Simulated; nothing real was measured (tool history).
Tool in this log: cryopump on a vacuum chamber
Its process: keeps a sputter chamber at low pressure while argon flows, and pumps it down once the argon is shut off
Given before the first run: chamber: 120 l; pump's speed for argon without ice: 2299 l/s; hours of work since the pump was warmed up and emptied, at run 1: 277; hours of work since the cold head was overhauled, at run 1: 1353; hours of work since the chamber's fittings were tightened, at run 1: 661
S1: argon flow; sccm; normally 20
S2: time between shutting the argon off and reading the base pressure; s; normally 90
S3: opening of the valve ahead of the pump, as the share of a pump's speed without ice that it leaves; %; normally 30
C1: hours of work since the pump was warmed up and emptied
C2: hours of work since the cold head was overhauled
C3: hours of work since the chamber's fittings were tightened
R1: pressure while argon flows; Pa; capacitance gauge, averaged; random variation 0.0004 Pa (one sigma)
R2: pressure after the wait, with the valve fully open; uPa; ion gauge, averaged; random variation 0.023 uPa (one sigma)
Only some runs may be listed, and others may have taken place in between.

run,hour,S1,S2,S3,C1,C2,C3,R1,R2
1,0.0,20,90,30,277,1353,661,0.0510,1.15
2,42.8,20,97,30,310,1386,695,0.0505,1.07
3,90.4,20,97,30,347,1423,732,0.0510,1.11
4,134.4,20,97,30,381,1458,766,0.0508,1.08
5,167.4,20,97,30,407,1483,791,0.0512,1.20
6,204.5,20,97,30,435,1512,820,0.0520,1.16
7,228.9,20,97,30,454,1531,839,0.0510,1.19
8,265.9,20,97,30,483,1559,868,0.0523,1.19
9,297.8,20,90,24,508,1584,892,0.0641,1.27
10,341.4,20,90,23,542,1618,926,0.0677,1.30
11,367.6,20,90,23,562,1638,947,0.0670,1.29
12,397.7,20,90,23,585,1662,970,0.0671,1.29
13,441.4,20,90,23,619,1696,1004,0.0675,1.35
14,467.3,20,90,23,639,1716,1024,0.0673,1.39
15,506.3,20,90,23,670,1746,1054,0.0676,1.39
16,542.4,20,90,26,698,1774,1082,0.0604,1.34
17,573.8,20,90,26,722,1798,1107,0.0604,1.42
18,598.1,8,49,29,741,1817,1125,0.0220,1.99
19,641.9,20,90,30,775,1851,1159,0.0528,1.44
20,687.1,21,26,25,810,1886,1195,0.0664,3.06
21,714.5,21,26,25,831,1908,1216,0.0676,3.07
22,737.2,11,31,27,849,1925,1233,0.0327,2.73
23,778.2,11,31,27,881,1957,1265,0.0326,2.75
24,819.3,13,46,38,912,1989,1297,0.0285,2.22
25,854.2,34,90,30,940,2016,1324,0.0928,1.58
26,905.2,22,59,30,979,2056,1364,0.0603,1.95
27,930.6,20,59,19,999,2075,1383,0.0829,2.08
28,956.5,15,77,30,1019,2095,1404,0.0412,1.76
29,998.1,23,144,16,1051,2128,1436,0.1127,1.44
# hour 1012.9: pump warmed up, emptied and cooled again
30,1033.7,28,204,33,16,2151,1460,0.0632,1.07
31,1075.9,8,25,39,49,2184,1492,0.0153,3.17
32,1114.5,15,40,33,79,2214,1522,0.0333,2.31
33,1164.6,15,40,33,118,2253,1561,0.0341,2.33
34,1198.1,15,40,33,144,2279,1587,0.0344,2.32

Here are 4 independent what-if runs from the current tool condition. What would each one return?
A,1248.8,8,31,30,183,2318,1626,?,?
B,1248.8,8,40,18,183,2318,1626,?,?
C,1248.8,32,27,30,183,2318,1626,?,?
D,1248.8,20,20,21,183,2318,1626,?,?

run,R1,R2
A,0.0205,2.76
B,0.0339,2.38
C,0.0809,3.09
D,0.0707,3.90
Without the tool's unlogged condition, the same runs would have read:
run,R1,R2
A,0.0199,1.99
B,0.0333,1.61
C,0.0785,2.31
D,0.0692,3.13

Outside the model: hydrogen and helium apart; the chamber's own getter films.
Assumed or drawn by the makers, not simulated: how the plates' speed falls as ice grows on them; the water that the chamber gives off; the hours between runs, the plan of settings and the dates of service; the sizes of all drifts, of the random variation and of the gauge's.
